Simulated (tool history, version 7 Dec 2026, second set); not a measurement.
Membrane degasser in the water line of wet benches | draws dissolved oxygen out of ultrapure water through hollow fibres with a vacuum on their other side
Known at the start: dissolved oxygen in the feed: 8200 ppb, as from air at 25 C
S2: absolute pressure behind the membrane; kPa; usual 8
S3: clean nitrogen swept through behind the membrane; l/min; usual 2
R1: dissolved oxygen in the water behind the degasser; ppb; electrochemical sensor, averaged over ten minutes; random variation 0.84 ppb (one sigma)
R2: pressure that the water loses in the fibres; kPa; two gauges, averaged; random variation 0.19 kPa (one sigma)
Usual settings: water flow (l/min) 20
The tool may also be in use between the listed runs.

Run 1, hour 0: usual settings. Result: R1 122.4 ppb, R2 40.23 kPa.
Run 2, hour 52.6: usual settings. Result: R1 123.2 ppb, R2 40.26 kPa.
Run 3, hour 122.5: usual settings but S3 4.29 l/min. Result: R1 64 ppb, R2 40.39 kPa.
Run 4, hour 175.7: usual settings but S3 0.86 l/min. Result: R1 249.9 ppb, R2 40.45 kPa.
Run 5, hour 222.2: usual settings but S2 9.38 kPa. Result: R1 152.1 ppb, R2 40.28 kPa.
Run 6, hour 253.4: usual settings. Result: R1 121 ppb, R2 39.86 kPa.
Run 7, hour 294.2: usual settings but S3 4.6 l/min. Result: R1 60.5 ppb, R2 40.17 kPa.
Run 8, hour 359.7: usual settings but S3 4.6 l/min. Result: R1 59.6 ppb, R2 40.63 kPa.
Run 9, hour 420: usual settings but S3 4.6 l/min. Result: R1 60 ppb, R2 40.42 kPa.
Run 10, hour 470.7: usual settings but S3 4.6 l/min. Result: R1 59.8 ppb, R2 40.6 kPa.
Run 11, hour 504.9: usual settings but water flow (l/min) 26. Result: R1 159.3 ppb, R2 52.59 kPa.
Run 12, hour 548.7: usual settings. Result: R1 121.5 ppb, R2 40.71 kPa.
Run 13, hour 611.1: usual settings but S3 2.05 l/min. Result: R1 118.5 ppb, R2 40.68 kPa.
Run 14, hour 674: usual settings but S3 2.05 l/min. Result: R1 119.7 ppb, R2 40.83 kPa.
Run 15, hour 736.6: usual settings. Result: R1 121.6 ppb, R2 40.73 kPa.
Run 16, hour 798.7: usual settings but water flow (l/min) 21. Result: R1 128.7 ppb, R2 42.85 kPa.
Run 17, hour 867.2: usual settings but water flow (l/min) 21. Result: R1 127.8 ppb, R2 43.22 kPa.
Run 18, hour 924.4: usual settings but S2 11.05 kPa. Result: R1 191 ppb, R2 41.14 kPa.
Run 19, hour 957.6: usual settings but S2 11.05 kPa. Result: R1 189 ppb, R2 40.69 kPa.
Run 20, hour 1019.9: usual settings but S2 5.78 kPa, S3 0.96 l/min. Result: R1 128.2 ppb, R2 41.3 kPa.
Run 21, hour 1086: usual settings but water flow (l/min) 12, S2 18.34 kPa, S3 0.96 l/min. Result: R1 421.6 ppb, R2 24.8 kPa.
Run 22, hour 1127: usual settings but water flow (l/min) 27, S2 11.26 kPa, S3 0.95 l/min. Result: R1 477.6 ppb, R2 55.64 kPa.
Run 23, hour 1176: usual settings but water flow (l/min) 21, S2 9.03 kPa, S3 1.63 l/min. Result: R1 183.5 ppb, R2 43.05 kPa.
Run 24, hour 1233.3: usual settings but water flow (l/min) 21, S2 9.03 kPa, S3 1.63 l/min. Result: R1 181.1 ppb, R2 43.25 kPa.
Run 25, hour 1281.6: usual settings but water flow (l/min) 21, S2 9.03 kPa, S3 2.31 l/min. Result: R1 134.7 ppb, R2 42.99 kPa.
Run 26, hour 1336.6: usual settings but water flow (l/min) 31, S2 6.54 kPa, S3 1.26 l/min. Result: R1 198.2 ppb, R2 63.64 kPa.
Run 27, hour 1370.6: usual settings but water flow (l/min) 31, S2 6.54 kPa, S3 1.26 l/min. Result: R1 200.6 ppb, R2 63.4 kPa.
Run 28, hour 1420.9: usual settings but water flow (l/min) 31, S2 6.54 kPa, S3 1.26 l/min. Result: R1 197.7 ppb, R2 63.73 kPa.
Run 29, hour 1454.7: usual settings but water flow (l/min) 31, S2 6.54 kPa, S3 1.26 l/min. Result: R1 198.4 ppb, R2 63.54 kPa.
Run 30, hour 1504.3: usual settings but water flow (l/min) 15, S2 11.19 kPa, S3 1.14 l/min. Result: R1 241.7 ppb, R2 30.88 kPa.
Run 31, hour 1538.7: usual settings but water flow (l/min) 30, S2 6.76 kPa. Result: R1 141.4 ppb, R2 62.01 kPa.
Run 32, hour 1581.1: usual settings but water flow (l/min) 15, S2 10.77 kPa, S3 2.83 l/min. Result: R1 101 ppb, R2 31.08 kPa.

The same runs without the tool's hidden state, with the same run-to-run variation:
The hidden state here: membrane still open, %; true pressure behind the membrane over the reading, kPa; air that leaks in behind the membrane, l/min; drift of the gauge itself on oxygen_ppb, %; drift of the gauge itself on loss_of_pressure_kpa, %.
run     R2
  1  40.22
  2  40.21
  3  40.29
  4  40.32
  5  40.12
  6  39.68
  7  39.96
  8  40.38
  9  40.13
 10  40.28
 11  52.15
 12  40.33
 13  40.27
 14  40.37
 15  40.23
 16  42.29
 17  42.61
 18  40.52
 19  40.05
 20  40.61
 21  24.37
 22  54.62
 23  42.23
 24  42.39
 25  42.09
 26  62.26
 27  61.99
 28  62.27
 29  62.04
 30  30.13
 31  60.48
 32  30.29
R1: within 0.1 ppb of the measured result in every run.
